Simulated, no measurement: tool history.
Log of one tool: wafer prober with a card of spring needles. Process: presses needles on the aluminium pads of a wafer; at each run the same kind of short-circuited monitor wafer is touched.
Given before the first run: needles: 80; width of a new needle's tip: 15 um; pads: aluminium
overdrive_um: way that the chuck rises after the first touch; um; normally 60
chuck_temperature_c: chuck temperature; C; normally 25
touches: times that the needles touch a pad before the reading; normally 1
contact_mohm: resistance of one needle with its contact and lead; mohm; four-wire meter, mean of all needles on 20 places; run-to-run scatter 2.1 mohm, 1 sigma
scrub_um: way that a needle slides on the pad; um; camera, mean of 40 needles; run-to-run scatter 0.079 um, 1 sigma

run     day  overdrive_um  chuck_temperature_c  touches  contact_mohm  scrub_um
  1       0            60                   25        1           236     13.37
  2   0.417            60                   25        1           243     14.28
  3   1.021            60                   25        1           276     14.46
  4   1.442            60                   25        1           235     14.14
  5    2.05            60                   25        1           272     14.11
  6   2.354            60                   36        1           280     14.31
  7     2.9            60                   36        1           245     14.23
  8   3.367            60                   36        1           267     14.14
  9   3.967            60                   36        1           283     14.15
 10   4.288            60                   49        1           282     13.98
 11   4.612            60                   25        1           276     14.06
 12   5.067            60                   25        1           280     14.07
 13   5.379            58                   25        1           279     13.58
 14    5.65            60                   25        1           275     13.97
 15   6.042            60                  108        1           293        14
 16   6.654            60                   25        1           266     13.88
 17   7.271            45                   25        2           242     10.37
 18   7.679            45                   25        2           248      10.3
 19   7.992            62                   25        2           262     14.43
 20     8.3            62                   25        2           263     14.33
 21   8.583            45                   28        3           265     10.15
 22   9.117            64                   37        2           262     14.75
 23   9.404            64                   37        2           257     14.63
 24   9.912            64                   49        2           244     14.54
 25  10.346            64                   49        2           250      14.7
 26  10.917            66                   74        2           269     14.98
 27  11.542            66                   74        2           266     15.05
 28  11.825            66                   74        2           261     15.05
 29  12.267            66                   74        2           263     15.07
 30  12.804            56                  105        1           309     12.65
 31  13.375            56                   94        1           296     12.61
 32  13.642            53                  124        2           279      11.9

The log once held 38 entries between its listed runs, left out of this copy. Where does each go, and what is different about the tool's unlogged condition between the listed run before it and the listed run after it?
Runs 1 to 2: height of the first contact set anew (day 0.175); tips cleaned on abrasive film (day 0.388)
  debris on the tips, nm: 7.9 -> 35.4; way that the needles fall short of the set height, um: 3.38 -> 0.07; tips' diameter, um: 16.18 -> 16.21
  measured less the result without the state, contact_mohm: +4 -> +15 mohm; scrub_um: -0.8 -> -0.02 um
Runs 2 to 3: tips cleaned on abrasive film (day 0.733)
  debris on the tips, nm: 35.4 -> 110.4; way that the needles fall short of the set height, um: 0.07 -> 0.15; tips' diameter, um: 16.21 -> 16.24
  measured less the result without the state, contact_mohm: +15 -> +46 mohm; scrub_um: -0.02 -> -0.04 um
Runs 3 to 4: tips cleaned on abrasive film (day 1.079); tips cleaned on abrasive film (day 1.442)
  debris on the tips, nm: 110.4 -> 6.8; way that the needles fall short of the set height, um: 0.15 -> 0.28; tips' diameter, um: 16.24 -> 16.28
  measured less the result without the state, contact_mohm: +46 -> +3 mohm; scrub_um: -0.04 -> -0.07 um
Runs 4 to 5: tips cleaned on abrasive film (day 1.808)
  debris on the tips, nm: 6.8 -> 102.2; way that the needles fall short of the set height, um: 0.28 -> 0.38; tips' diameter, um: 16.28 -> 16.32
  measured less the result without the state, contact_mohm: +3 -> +43 mohm; scrub_um: -0.07 -> -0.09 um
Runs 5 to 6: tips cleaned on abrasive film (day 2.154)
  debris on the tips, nm: 102.2 -> 98; way that the needles fall short of the set height, um: 0.38 -> 0.44; tips' diameter, um: 16.32 -> 16.34
  measured less the result without the state, contact_mohm: +43 -> +41 mohm; scrub_um: -0.09 -> -0.1 um
Runs 6 to 7: tips cleaned on abrasive film (day 2.533); tips cleaned on abrasive film (day 2.892)
  debris on the tips, nm: 98 -> 20.3; way that the needles fall short of the set height, um: 0.44 -> 0.58; tips' diameter, um: 16.34 -> 16.39
  measured less the result without the state, contact_mohm: +41 -> +10 mohm; scrub_um: -0.1 -> -0.14 um
Runs 7 to 8: tips cleaned on abrasive film (day 3.262)
  debris on the tips, nm: 20.3 -> 70.3; way that the needles fall short of the set height, um: 0.58 -> 0.68; tips' diameter, um: 16.39 -> 16.42
  measured less the result without the state, contact_mohm: +10 -> +30 mohm; scrub_um: -0.14 -> -0.16 um
Runs 8 to 9: tips cleaned on abrasive film (day 3.638)
  debris on the tips, nm: 70.3 -> 112.1; way that the needles fall short of the set height, um: 0.68 -> 0.74; tips' diameter, um: 16.42 -> 16.44
  measured less the result without the state, contact_mohm: +30 -> +48 mohm; scrub_um: -0.16 -> -0.18 um
Runs 9 to 10: tips cleaned on abrasive film (day 4.012)
  debris on the tips, nm: 112.1 -> 105.8; way that the needles fall short of the set height, um: 0.74 -> 0.81; tips' diameter, um: 16.44 -> 16.47
  measured less the result without the state, contact_mohm: +48 -> +45 mohm; scrub_um: -0.18 -> -0.19 um
Runs 10 to 11: tips cleaned on abrasive film (day 4.371)
  debris on the tips, nm: 105.8 -> 104.3; way that the needles fall short of the set height, um: 0.81 -> 0.9; tips' diameter, um: 16.47 -> 16.5
  measured less the result without the state, contact_mohm: +45 -> +45 mohm; scrub_um: -0.19 -> -0.22 um
Runs 11 to 12: tips cleaned on abrasive film (day 4.729)
  debris on the tips, nm: 104.3 -> 110.5; way that the needles fall short of the set height, um: 0.9 -> 0.97; tips' diameter, um: 16.5 -> 16.52
  measured less the result without the state, contact_mohm: +45 -> +48 mohm; scrub_um: -0.22 -> -0.23 um
Runs 12 to 13: tips cleaned on abrasive film (day 5.1)
  debris on the tips, nm: 110.5 -> 107.4; way that the needles fall short of the set height, um: 0.97 -> 1.06; tips' diameter, um: 16.52 -> 16.56
  measured less the result without the state, contact_mohm: +48 -> +49 mohm; scrub_um: -0.23 -> -0.25 um
Runs 13 to 14: tips cleaned on abrasive film (day 5.467)
  debris on the tips, nm: 107.4 -> 97.4; way that the needles fall short of the set height, um: 1.06 -> 1.16; tips' diameter, um: 16.56 -> 16.59
  measured less the result without the state, contact_mohm: +49 -> +43 mohm; scrub_um: -0.25 -> -0.28 um
Runs 14 to 15: tips cleaned on abrasive film (day 5.825)
  debris on the tips, nm: 97.4 -> 102; way that the needles fall short of the set height, um: 1.16 -> 1.26; tips' diameter, um: 16.59 -> 16.63
  measured less the result without the state, contact_mohm: +43 -> +40 mohm; scrub_um: -0.28 -> -0.3 um
Runs 15 to 16: tips cleaned on abrasive film (day 6.179); tips cleaned on abrasive film (day 6.529)
  debris on the tips, nm: 102 -> 74.9; way that the needles fall short of the set height, um: 1.26 -> 1.43; tips' diameter, um: 16.63 -> 16.68
  measured less the result without the state, contact_mohm: +40 -> +34 mohm; scrub_um: -0.3 -> -0.34 um
Runs 16 to 17: tips cleaned on abrasive film (day 6.912); tips cleaned on abrasive film (day 7.271)
  debris on the tips, nm: 74.9 -> 13.1; way that the needles fall short of the set height, um: 1.43 -> 1.59; tips' diameter, um: 16.68 -> 16.74
  measured less the result without the state, contact_mohm: +34 -> +8 mohm; scrub_um: -0.34 -> -0.38 um
Runs 17 to 18: tips cleaned on abrasive film (day 7.667)
  debris on the tips, nm: 13.1 -> 23.2; way that the needles fall short of the set height, um: 1.59 -> 1.68; tips' diameter, um: 16.74 -> 16.77
  measured less the result without the state, contact_mohm: +8 -> +12 mohm; scrub_um: -0.38 -> -0.4 um
Runs 19 to 20: tips cleaned on abrasive film (day 8.033)
  debris on the tips, nm: 113.1 -> 107.3; way that the needles fall short of the set height, um: 1.68 -> 1.76; tips' diameter, um: 16.77 -> 16.8
  measured less the result without the state, contact_mohm: +30 -> +28 mohm; scrub_um: -0.4 -> -0.42 um
Runs 20 to 21: tips cleaned on abrasive film (day 8.396)
  debris on the tips, nm: 107.3 -> 90.1; way that the needles fall short of the set height, um: 1.76 -> 1.85; tips' diameter, um: 16.8 -> 16.83
  measured less the result without the state, contact_mohm: +28 -> +26 mohm; scrub_um: -0.42 -> -0.44 um
Runs 21 to 22: tips cleaned on abrasive film (day 8.783)
  debris on the tips, nm: 90.1 -> 111.7; way that the needles fall short of the set height, um: 1.85 -> 1.96; tips' diameter, um: 16.83 -> 16.87
  measured less the result without the state, contact_mohm: +26 -> +27 mohm; scrub_um: -0.44 -> -0.46 um
Runs 22 to 23: tips cleaned on abrasive film (day 9.158)
  debris on the tips, nm: 111.7 -> 102.7; way that the needles fall short of the set height, um: 1.96 -> 2.06; tips' diameter, um: 16.87 -> 16.9
  measured less the result without the state, contact_mohm: +27 -> +26 mohm; scrub_um: -0.46 -> -0.49 um
Runs 23 to 24: tips cleaned on abrasive film (day 9.529); tips cleaned on abrasive film (day 9.9)
  debris on the tips, nm: 102.7 -> 16.7; way that the needles fall short of the set height, um: 2.06 -> 2.21; tips' diameter, um: 16.9 -> 16.96
  measured less the result without the state, contact_mohm: +26 -> +5 mohm; scrub_um: -0.49 -> -0.52 um
Runs 24 to 25: tips cleaned on abrasive film (day 10.279)
  debris on the tips, nm: 16.7 -> 53.6; way that the needles fall short of the set height, um: 2.21 -> 2.27; tips' diameter, um: 16.96 -> 16.98
  measured less the result without the state, contact_mohm: +5 -> +14 mohm; scrub_um: -0.52 -> -0.54 um
Runs 25 to 26: tips cleaned on abrasive film (day 10.633)
  debris on the tips, nm: 53.6 -> 105.6; way that the needles fall short of the set height, um: 2.27 -> 2.35; tips' diameter, um: 16.98 -> 17.01
  measured less the result without the state, contact_mohm: +14 -> +25 mohm; scrub_um: -0.54 -> -0.56 um
Runs 26 to 27: tips cleaned on abrasive film (day 11.025); tips cleaned on abrasive film (day 11.379)
  debris on the tips, nm: 105.6 -> 85.9; way that the needles fall short of the set height, um: 2.35 -> 2.54; tips' diameter, um: 17.01 -> 17.07
  measured less the result without the state, contact_mohm: +25 -> +21 mohm; scrub_um: -0.56 -> -0.6 um
Runs 27 to 28: tips cleaned on abrasive film (day 11.729)
  debris on the tips, nm: 85.9 -> 64.6; way that the needles fall short of the set height, um: 2.54 -> 2.61; tips' diameter, um: 17.07 -> 17.1
  measured less the result without the state, contact_mohm: +21 -> +15 mohm; scrub_um: -0.6 -> -0.62 um
Runs 28 to 29: tips cleaned on abrasive film (day 12.104)
  debris on the tips, nm: 64.6 -> 86.9; way that the needles fall short of the set height, um: 2.61 -> 2.72; tips' diameter, um: 17.1 -> 17.13
  measured less the result without the state, contact_mohm: +15 -> +21 mohm; scrub_um: -0.62 -> -0.65 um
Runs 29 to 30: tips cleaned on abrasive film (day 12.475)
  debris on the tips, nm: 86.9 -> 112; way that the needles fall short of the set height, um: 2.72 -> 2.81; tips' diameter, um: 17.13 -> 17.17
  measured less the result without the state, contact_mohm: +21 -> +55 mohm; scrub_um: -0.65 -> -0.67 um
Runs 30 to 31: tips cleaned on abrasive film (day 12.842); tips cleaned on abrasive film (day 13.192)
  debris on the tips, nm: 112 -> 92.5; way that the needles fall short of the set height, um: 2.81 -> 2.96; tips' diameter, um: 17.17 -> 17.22
  measured less the result without the state, contact_mohm: +55 -> +47 mohm; scrub_um: -0.67 -> -0.7 um
Runs 31 to 32: tips cleaned on abrasive film (day 13.554)
  debris on the tips, nm: 92.5 -> 58.2; way that the needles fall short of the set height, um: 2.96 -> 3.05; tips' diameter, um: 17.22 -> 17.25
  measured less the result without the state, contact_mohm: +47 -> +20 mohm; scrub_um: -0.7 -> -0.73 um
